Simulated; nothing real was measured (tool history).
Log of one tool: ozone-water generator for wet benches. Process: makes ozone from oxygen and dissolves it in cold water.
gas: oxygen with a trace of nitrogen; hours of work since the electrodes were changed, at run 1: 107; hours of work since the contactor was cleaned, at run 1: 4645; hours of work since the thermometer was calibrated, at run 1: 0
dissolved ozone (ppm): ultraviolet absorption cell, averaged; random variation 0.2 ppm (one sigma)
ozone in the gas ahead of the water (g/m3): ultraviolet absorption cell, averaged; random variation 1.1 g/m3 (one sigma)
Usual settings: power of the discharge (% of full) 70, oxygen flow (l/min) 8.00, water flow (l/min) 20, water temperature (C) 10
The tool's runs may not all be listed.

run,hour,power of the discharge (% of full),oxygen flow (l/min),water flow (l/min),water temperature (C),hours of work since the electrodes were changed,hours of work since the contactor was cleaned,hours of work since the thermometer was calibrated,dissolved ozone (ppm),ozone in the gas ahead of the water (g/m3)
1,0.0,70,8.00,20,10,107,4645,0,26.1,201.6
2,27.0,70,8.00,20,5,125,4663,18,28.4,203.7
3,91.1,70,8.00,20,5,168,4705,60,28.2,201.5
4,141.6,70,8.00,20,5,201,4739,94,28.5,200.9
5,193.0,70,8.00,20,9,235,4772,128,26.6,202.2
6,231.8,70,8.00,31,10,261,4798,153,18.0,199.8
7,261.5,70,8.00,31,10,280,4818,173,18.1,199.1
8,309.9,70,8.00,31,10,312,4850,205,18.1,201.6
9,367.3,70,8.00,31,10,350,4888,243,18.3,201.2
10,427.0,84,8.00,31,10,390,4927,282,20.5,226.6

The next listed run, before its measurement:
11,485.6,84,11.65,17,12,429,4966,321,?,?

Run 11 gave dissolved ozone (ppm) 28.6, ozone in the gas ahead of the water (g/m3) 174.6.
Without the tool's hidden state the same run would have given dissolved ozone (ppm) 31.4, ozone in the gas ahead of the water (g/m3) 177.2.
